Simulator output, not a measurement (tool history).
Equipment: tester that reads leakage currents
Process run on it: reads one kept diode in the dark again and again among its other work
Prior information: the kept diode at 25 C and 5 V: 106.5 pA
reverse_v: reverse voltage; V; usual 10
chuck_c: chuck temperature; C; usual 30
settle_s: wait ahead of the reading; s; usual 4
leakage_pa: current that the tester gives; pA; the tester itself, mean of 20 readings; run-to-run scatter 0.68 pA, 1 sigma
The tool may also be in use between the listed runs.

run	hour	reverse_v	chuck_c	settle_s	leakage_pa
1	0	10	30	4	255.7
# hour 149: tester calibrated
2	149	10	30	4	264.98
3	276.9	10	30	4	275.33
# hour 403.5: chuck's temperature calibrated
4	446.8	10	30	4	240.46
5	594.8	10	41	4	609.22
6	781.1	10	41	4	639
7	927.8	10	41	4	663.75
# hour 1113: chuck's temperature calibrated
8	1173	10	41	4	583.01
9	1310.7	10	41	4	609.13
10	1469.4	10	28	4	225.14
11	1690.8	10	28	4	237.96
# hour 1834.6: chuck's temperature calibrated
12	1877.3	10	28	4	215.02
13	2071.3	10	30	4	263.61
14	2213.5	10	30	4	274.87
# hour 2239.9: probe card cleaned and baked
15	2417.1	2.6	30	4	145.36
# hour 2558.6: chuck's temperature calibrated
16	2608.5	2.6	30	7.32	128.94
17	2760.5	10	30	4	241.76
18	2961.9	1.5	30	4	111
19	3197.1	1.5	30	4	117.61
# hour 3277.4: chuck's temperature calibrated
20	3373.3	1.5	30	4	102.19
21	3594.1	1	30	4	90.96
22	3719.1	1	30	4	92.97
23	3964.7	14.2	34	0.39	462.65
# hour 3981.2: chuck's temperature calibrated
24	4217	14.2	34	0.39	420.28
25	4329.9	1.1	30	7.33	95.71
26	4583.3	1.1	30	7.33	102.05
# hour 4697.2: chuck's temperature calibrated
27	4745.6	1.1	30	7.33	89.67
28	4874.8	2.3	42	0.62	343.54
29	5005.8	14.6	43	3.5	879.29
30	5261.4	14.6	43	3.5	934.5
# hour 5419.7: chuck's temperature calibrated
31	5437.4	6.9	43	0.59	597.85
# hour 5672.8: probe card cleaned and baked
32	5672.8	1.7	24	3.79	66.01
33	5916.1	7.2	24	0.79	134.25
# hour 6131.4: chuck's temperature calibrated
34	6175.9	7.2	24	0.79	121.12
35	6365	7.2	24	0.79	128.01
36	6607.7	7.2	24	0.79	138
37	6799.6	1.9	38	4	259.75
# hour 6835.7: chuck's temperature calibrated
38	7061.2	1.6	31	0.31	121.55

Here are 5 independent what-if runs from the current tool condition. What would each one return?
A	7188.8	1.6	47	1.27	?
B	7188.8	10	28	4	?
C	7188.8	15.5	43	1.48	?
D	7188.8	4.4	55	0.31	?
E	7188.8	6.3	31	3.22	?

run	leakage_pa
A	457.31
B	220.64
C	911.48
D	1311.77
E	230.73
Without the tool's hidden state the same runs would have given:
run	leakage_pa
A	414.06
B	187.68
C	810.21
D	1193.09
E	201.03
